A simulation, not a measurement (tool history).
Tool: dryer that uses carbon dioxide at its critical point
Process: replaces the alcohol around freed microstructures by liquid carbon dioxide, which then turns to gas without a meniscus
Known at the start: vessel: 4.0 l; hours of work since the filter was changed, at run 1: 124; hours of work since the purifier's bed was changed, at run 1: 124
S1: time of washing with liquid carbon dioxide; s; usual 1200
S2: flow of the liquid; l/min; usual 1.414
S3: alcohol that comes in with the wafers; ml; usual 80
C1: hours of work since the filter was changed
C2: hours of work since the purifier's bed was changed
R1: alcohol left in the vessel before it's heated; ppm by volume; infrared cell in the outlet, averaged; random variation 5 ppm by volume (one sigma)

| run | day | S1 | S2 | S3 | C1 | C2 | R1 |
|---|---|---|---|---|---|---|---|
| 1 | 0.000 | 1200 | 1.414 | 80 | 124 | 124 | 56 |
| 2 | 2.300 | 1200 | 1.810 | 80 | 149 | 149 | 33 |
| 3 | 4.725 | 1200 | 1.810 | 80 | 177 | 177 | 36 |
|  | 6.154 | inlet filter changed |
| 4 | 7.108 | 1200 | 1.810 | 80 | 11 | 203 | 40 |
| 5 | 8.600 | 1200 | 1.414 | 80 | 28 | 220 | 54 |
| 6 | 10.454 | 1200 | 1.414 | 80 | 48 | 241 | 72 |
| 7 | 12.562 | 1200 | 1.414 | 80 | 72 | 265 | 62 |
| 8 | 13.738 | 1200 | 1.414 | 80 | 85 | 278 | 80 |
| 9 | 15.458 | 1380 | 1.190 | 80 | 105 | 297 | 97 |
| 10 | 17.200 | 1380 | 1.190 | 80 | 124 | 317 | 109 |
| 11 | 19.775 | 780 | 2.330 | 80 | 153 | 346 | 83 |
| 12 | 22.196 | 780 | 2.330 | 80 | 181 | 373 | 91 |
|  | 23.392 | inlet filter changed |
| 13 | 23.458 | 1020 | 1.140 | 80 | 1 | 387 | 247 |
| 14 | 25.550 | 840 | 1.840 | 32 | 24 | 410 | 76 |

Forecast each of these 5 alternatives for the next run:
| A | 27.029 | 1500 | 1.760 | 34 | 41 | 427 | ? |
| B | 27.029 | 840 | 1.640 | 24 | 41 | 427 | ? |
| C | 27.029 | 1260 | 1.414 | 38 | 41 | 427 | ? |
| D | 27.029 | 1080 | 1.100 | 34 | 41 | 427 | ? |
| E | 27.029 | 1140 | 1.430 | 21 | 41 | 427 | ? |

| run | R1 |
|---|---|
| A | 70 |
| B | 93 |
| C | 72 |
| D | 156 |
| E | 81 |
Without the tool's hidden state the same runs would have given:
| run | R1 |
|---|---|
| A | 8 |
| B | 26 |
| C | 7 |
| D | 79 |
| E | 17 |
